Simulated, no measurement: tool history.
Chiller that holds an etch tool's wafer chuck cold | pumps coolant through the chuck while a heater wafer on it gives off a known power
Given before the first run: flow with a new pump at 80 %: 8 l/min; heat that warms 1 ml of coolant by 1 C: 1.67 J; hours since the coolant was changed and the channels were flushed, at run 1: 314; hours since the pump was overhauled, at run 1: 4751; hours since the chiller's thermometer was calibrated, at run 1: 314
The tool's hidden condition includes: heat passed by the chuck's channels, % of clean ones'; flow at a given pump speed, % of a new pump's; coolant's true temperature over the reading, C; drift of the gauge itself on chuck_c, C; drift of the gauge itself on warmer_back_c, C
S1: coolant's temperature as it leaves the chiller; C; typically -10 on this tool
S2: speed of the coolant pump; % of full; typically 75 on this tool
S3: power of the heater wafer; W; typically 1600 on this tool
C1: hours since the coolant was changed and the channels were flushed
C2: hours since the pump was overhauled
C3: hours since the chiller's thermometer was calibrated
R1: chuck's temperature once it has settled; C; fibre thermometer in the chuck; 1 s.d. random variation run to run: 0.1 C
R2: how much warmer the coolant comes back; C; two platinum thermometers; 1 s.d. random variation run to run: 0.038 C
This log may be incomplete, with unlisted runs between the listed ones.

run	hour	S1	S2	S3	C1	C2	C3	R1	R2
1	0	-10	75	1600	314	4751	314	7.7	7.66
2	139.4	-10	75	1600	454	4891	454	7.7	7.73
3	237.7	-10	75	1600	552	4989	552	7.7	7.71
4	335.4	-10	75	1600	650	5087	650	7.6	7.68
5	511.2	-10	75	1600	826	5263	826	7.8	7.74
6	679.9	-10	92	1600	994	5431	994	5.4	6.17
7	841.6	-3	75	1600	1156	5593	1156	14.6	7.74
8	938.9	-3	75	1600	1253	5690	1253	14.9	7.67
9	1016.2	-3	75	1600	1331	5768	1331	14.7	7.76
10	1180.7	-18	75	1600	1495	5932	1495	-0.4	7.74
11	1254.7	-18	75	1600	1569	6006	1569	-0.3	7.65
# hour 1268: coolant pump overhauled
12	1433.2	-18	75	1600	1743	165	1743	-0.5	7.68
13	1603.9	-18	75	1600	1913	336	1913	-0.2	7.67
14	1722.2	-5	73	1600	2032	454	2032	13	7.92
15	1877.3	-5	73	1600	2187	609	2187	13.1	7.86
16	1963.6	-10	75	1077	2273	696	2273	2.1	5.18
17	2114	-10	75	1077	2423	846	2423	1.9	5.22
# hour 2199.7: chiller's thermometer calibrated
18	2289.4	-18	81	983	2598	1020	90	-7.6	4.35
19	2377.5	-18	81	983	2686	1109	178	-7.8	4.38
20	2468.5	-13	87	983	2777	1199	269	-3.3	4.04
21	2603.2	-13	87	983	2912	1334	404	-3.4	4.01
22	2771.4	-4	73	1723	3080	1502	572	15.5	8.58
23	2888.1	-4	73	2173	3196	1619	688	20.4	10.72
24	3006.5	-10	91	812	3315	1738	807	-2.3	3.18
25	3133.4	-10	91	812	3442	1864	934	-2.1	3.15
# hour 3178.3: coolant changed, channels flushed
26	3228.7	-10	75	843	50	1954	1023	-0.7	4.02

Consider 3 possible next runs. They are alternatives, not a sequence: every one starts from the tool as it was left by run 26. What does each give?
A	3379.3	-2	69	953	201	2104	1174	?	?
B	3379.3	-13	96	861	201	2104	1174	?	?
C	3379.3	-10	91	1600	201	2104	1174	?	?

run	R1	R2
A	9.2	5
B	-5.1	3.11
C	5.4	6.2
Without the tool's unlogged condition, the same runs would have read:
run	R1	R2
A	9.2	5
B	-5.1	3.11
C	5.4	6.2

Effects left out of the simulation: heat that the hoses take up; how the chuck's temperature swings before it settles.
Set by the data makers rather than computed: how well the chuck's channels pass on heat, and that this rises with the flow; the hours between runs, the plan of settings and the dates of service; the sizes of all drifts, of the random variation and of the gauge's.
